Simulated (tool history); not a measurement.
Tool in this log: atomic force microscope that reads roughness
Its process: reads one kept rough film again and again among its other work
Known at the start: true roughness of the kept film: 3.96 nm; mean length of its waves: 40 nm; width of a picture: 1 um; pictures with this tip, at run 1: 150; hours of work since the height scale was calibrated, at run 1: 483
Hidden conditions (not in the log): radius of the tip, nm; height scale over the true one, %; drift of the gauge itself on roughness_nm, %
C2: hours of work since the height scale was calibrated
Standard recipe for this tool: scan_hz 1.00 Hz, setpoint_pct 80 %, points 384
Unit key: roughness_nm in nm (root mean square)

run 1 hour=0.0 | scan_hz=1.00 setpoint_pct=80 points=384 | pictures_with_this_tip=150 C2=483 | roughness_nm=3.366
run 2 hour=12.4 | scan_hz=1.00 setpoint_pct=80 points=384 | pictures_with_this_tip=174 C2=490 | roughness_nm=3.385
run 3 hour=27.4 | scan_hz=1.00 setpoint_pct=56 points=384 | pictures_with_this_tip=202 C2=499 | roughness_nm=3.586
run 4 hour=40.1 | scan_hz=0.89 setpoint_pct=80 points=384 | pictures_with_this_tip=227 C2=507 | roughness_nm=3.367
run 5 hour=51.2 | scan_hz=0.51 setpoint_pct=80 points=384 | pictures_with_this_tip=248 C2=514 | roughness_nm=3.507
-- hour=61.7 new tip fitted
run 6 hour=68.4 | scan_hz=0.51 setpoint_pct=80 points=384 | pictures_with_this_tip=13 C2=524 | roughness_nm=3.505
run 7 hour=85.4 | scan_hz=0.51 setpoint_pct=80 points=384 | pictures_with_this_tip=45 C2=535 | roughness_nm=3.529
run 8 hour=94.1 | scan_hz=0.51 setpoint_pct=80 points=384 | pictures_with_this_tip=62 C2=540 | roughness_nm=3.527
run 9 hour=103.6 | scan_hz=1.00 setpoint_pct=56 points=384 | pictures_with_this_tip=80 C2=546 | roughness_nm=3.604
run 10 hour=121.7 | scan_hz=1.00 setpoint_pct=59 points=384 | pictures_with_this_tip=115 C2=557 | roughness_nm=3.572
run 11 hour=131.0 | scan_hz=1.00 setpoint_pct=59 points=384 | pictures_with_this_tip=133 C2=563 | roughness_nm=3.598
run 12 hour=150.7 | scan_hz=1.00 setpoint_pct=59 points=384 | pictures_with_this_tip=170 C2=575 | roughness_nm=3.578
run 13 hour=164.6 | scan_hz=1.00 setpoint_pct=59 points=384 | pictures_with_this_tip=197 C2=584 | roughness_nm=3.588
run 14 hour=184.1 | scan_hz=1.00 setpoint_pct=59 points=440 | pictures_with_this_tip=234 C2=596 | roughness_nm=3.574
run 15 hour=197.8 | scan_hz=1.00 setpoint_pct=59 points=440 | pictures_with_this_tip=260 C2=604 | roughness_nm=3.589
-- hour=202.3 new tip fitted
run 16 hour=207.4 | scan_hz=1.00 setpoint_pct=59 points=440 | pictures_with_this_tip=10 C2=610 | roughness_nm=3.593
run 17 hour=215.6 | scan_hz=3.73 setpoint_pct=81 points=533 | pictures_with_this_tip=26 C2=615 | roughness_nm=2.716
run 18 hour=224.3 | scan_hz=3.73 setpoint_pct=74 points=377 | pictures_with_this_tip=42 C2=620 | roughness_nm=2.943
run 19 hour=243.4 | scan_hz=1.86 setpoint_pct=60 points=384 | pictures_with_this_tip=79 C2=632 | roughness_nm=3.524
run 20 hour=256.9 | scan_hz=1.00 setpoint_pct=86 points=744 | pictures_with_this_tip=105 C2=640 | roughness_nm=3.284
run 21 hour=271.5 | scan_hz=1.08 setpoint_pct=60 points=934 | pictures_with_this_tip=133 C2=649 | roughness_nm=3.586
run 22 hour=282.3 | scan_hz=0.81 setpoint_pct=60 points=464 | pictures_with_this_tip=153 C2=656 | roughness_nm=3.623
run 23 hour=295.2 | scan_hz=1.00 setpoint_pct=75 points=411 | pictures_with_this_tip=178 C2=664 | roughness_nm=3.455
run 24 hour=307.4 | scan_hz=1.00 setpoint_pct=75 points=374 | pictures_with_this_tip=201 C2=671 | roughness_nm=3.416
run 25 hour=318.1 | scan_hz=2.72 setpoint_pct=82 points=681 | pictures_with_this_tip=222 C2=678 | roughness_nm=2.910
run 26 hour=333.1 | scan_hz=1.47 setpoint_pct=80 points=324 | pictures_with_this_tip=250 C2=687 | roughness_nm=3.230
-- hour=343.4 new tip fitted
run 27 hour=350.8 | scan_hz=1.47 setpoint_pct=80 points=324 | pictures_with_this_tip=14 C2=697 | roughness_nm=3.237
run 28 hour=370.3 | scan_hz=1.00 setpoint_pct=64 points=415 | pictures_with_this_tip=52 C2=709 | roughness_nm=3.542
run 29 hour=384.0 | scan_hz=3.35 setpoint_pct=81 points=479 | pictures_with_this_tip=78 C2=718 | roughness_nm=2.782
run 30 hour=393.3 | scan_hz=2.63 setpoint_pct=70 points=262 | pictures_with_this_tip=96 C2=724 | roughness_nm=3.223

For each entry between runs, how does the tool's hidden state at the last listed run before it compare with that at the first listed run after it?
Logged between run 5 and run 6: new tip fitted (hour 61.7)
  radius of the tip, nm: 7.4 -> 7
  the result without the hidden state subtracted from the measured one, roughness_nm: -0.013 -> -0.001 nm (root mean square)
Logged between run 15 and run 16: new tip fitted (hour 202.3)
  radius of the tip, nm: 7.4 -> 7
  the result without the hidden state subtracted from the measured one, roughness_nm: -0.014 -> +0.000 nm (root mean square)
Logged between run 26 and run 27: new tip fitted (hour 343.4)
  radius of the tip, nm: 7.4 -> 7
  the result without the hidden state subtracted from the measured one, roughness_nm: -0.012 -> +0.000 nm (root mean square)
